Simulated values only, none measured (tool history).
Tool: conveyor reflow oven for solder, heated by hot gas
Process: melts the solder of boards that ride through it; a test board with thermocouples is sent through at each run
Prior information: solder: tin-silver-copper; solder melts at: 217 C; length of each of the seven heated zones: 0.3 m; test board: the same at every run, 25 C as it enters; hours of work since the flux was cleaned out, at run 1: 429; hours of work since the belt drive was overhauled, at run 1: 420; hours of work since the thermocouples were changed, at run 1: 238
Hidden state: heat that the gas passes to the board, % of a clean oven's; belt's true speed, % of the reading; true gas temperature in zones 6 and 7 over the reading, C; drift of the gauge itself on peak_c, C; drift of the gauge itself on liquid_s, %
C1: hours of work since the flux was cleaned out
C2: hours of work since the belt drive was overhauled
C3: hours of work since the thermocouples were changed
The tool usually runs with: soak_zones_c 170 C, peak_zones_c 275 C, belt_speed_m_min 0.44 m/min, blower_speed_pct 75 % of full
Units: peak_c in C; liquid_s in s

Run 1, hour 0: usual settings; C1 429; C2 420; C3 238. Result: peak_c 262.1 C, liquid_s 67.6 s.
At hour 7.9: flux residue cleaned out of gas plates and filters.
Run 2, hour 13.7: usual settings but belt_speed_m_min 0.408 m/min; C1 4; C2 426; C3 245. Result: peak_c 265.8 C, liquid_s 76.1 s.
Run 3, hour 21.3: usual settings but belt_speed_m_min 0.408 m/min; C1 10; C2 432; C3 251. Result: peak_c 265.9 C, liquid_s 76 s.
Run 4, hour 27.4: usual settings but soak_zones_c 180 C; C1 15; C2 437; C3 255. Result: peak_c 265.1 C, liquid_s 73.2 s.
Run 5, hour 34.8: usual settings but soak_zones_c 180 C, belt_speed_m_min 0.437 m/min; C1 21; C2 443; C3 261. Result: peak_c 265.1 C, liquid_s 74.2 s.
Run 6, hour 38.6: usual settings; C1 23; C2 445; C3 264. Result: peak_c 264.5 C, liquid_s 69.1 s.
Run 7, hour 46.4: usual settings; C1 29; C2 451; C3 270. Result: peak_c 264.1 C, liquid_s 69.1 s.
Run 8, hour 52.8: usual settings; C1 34; C2 456; C3 275. Result: peak_c 264 C, liquid_s 69 s.
Run 9, hour 59.9: usual settings; C1 40; C2 462; C3 280. Result: peak_c 263.9 C, liquid_s 69.2 s.
Run 10, hour 69.2: usual settings but belt_speed_m_min 0.496 m/min; C1 47; C2 469; C3 287. Result: peak_c 260.2 C, liquid_s 58.8 s.
Run 11, hour 73.5: usual settings but soak_zones_c 180 C, peak_zones_c 268 C, blower_speed_pct 69 % of full; C1 50; C2 472; C3 290. Result: peak_c 258 C, liquid_s 68.9 s.
Run 12, hour 81: usual settings but belt_speed_m_min 0.364 m/min, blower_speed_pct 64 % of full; C1 56; C2 478; C3 296. Result: peak_c 267.2 C, liquid_s 86.2 s.
Run 13, hour 90.1: usual settings but soak_zones_c 161 C, peak_zones_c 271 C, belt_speed_m_min 0.364 m/min, blower_speed_pct 64 % of full; C1 63; C2 485; C3 303. Result: peak_c 262.5 C, liquid_s 80.8 s.
Run 14, hour 96.6: usual settings but soak_zones_c 161 C, peak_zones_c 271 C, belt_speed_m_min 0.364 m/min, blower_speed_pct 64 % of full; C1 68; C2 490; C3 308. Result: peak_c 262.6 C, liquid_s 80.3 s.
Run 15, hour 102.5: usual settings but soak_zones_c 161 C, peak_zones_c 271 C, belt_speed_m_min 0.364 m/min, blower_speed_pct 64 % of full; C1 72; C2 494; C3 313. Result: peak_c 262.8 C, liquid_s 80 s.
Run 16, hour 108.1: usual settings but soak_zones_c 161 C, peak_zones_c 271 C, belt_speed_m_min 0.364 m/min, blower_speed_pct 64 % of full; C1 77; C2 499; C3 317. Result: peak_c 262.8 C, liquid_s 80.3 s.

Run 17, settings as shown, results not yet in. Your forecast:
Run 17, hour 117.3: usual settings but soak_zones_c 184 C, peak_zones_c 271 C, belt_speed_m_min 0.38 m/min, blower_speed_pct 79 % of full; C1 84; C2 506; C3 324. Result: peak_c ?, liquid_s ?.

Run 17 gave peak_c 265.5 C, liquid_s 87.4 s.
If the tool had no hidden condition, the same run with the same run-to-run variation would have returned peak_c 264.7 C, liquid_s 86.4 s.
